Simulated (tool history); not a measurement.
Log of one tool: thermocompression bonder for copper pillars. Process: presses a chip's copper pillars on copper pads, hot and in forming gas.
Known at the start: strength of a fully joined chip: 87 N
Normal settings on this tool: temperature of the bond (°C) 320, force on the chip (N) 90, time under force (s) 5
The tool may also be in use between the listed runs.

run,day,temperature of the bond (°C),force on the chip (N),time under force (s),force that shears a chip off (N)
1,0,320,90,5,37.3
2,1.6,320,90,5,36.2
3,3.575,320,90,5,35
4,5.288,320,90,5,35.8
5,6.746,320,90,5,35.2
6,8.225,320,90,5,35.2
7,9.908,320,90,5,34.7
8,11.808,301,90,5,26.1
9,13.917,301,90,5,26.5
10,15.554,301,90,5,25.7
11,17.017,320,90,5,33.6
# day 18.146: heater calibrated with a thermocouple chip
12,19.1,320,123,5,45.1
13,21.258,320,123,5,45.3
# day 22.688: forming gas filter changed
14,22.688,320,123,5,46.8
15,24.662,320,123,5,45.6
16,26.117,320,123,5,46.4
17,27.825,315,124,8,50.2

What does the tool deliver on the next run?
18,29.971,320,58,13,?

Run 18 gave force that shears a chip off (N) 41.9.
Without the tool's hidden state the same run would have given force that shears a chip off (N) 44.6.
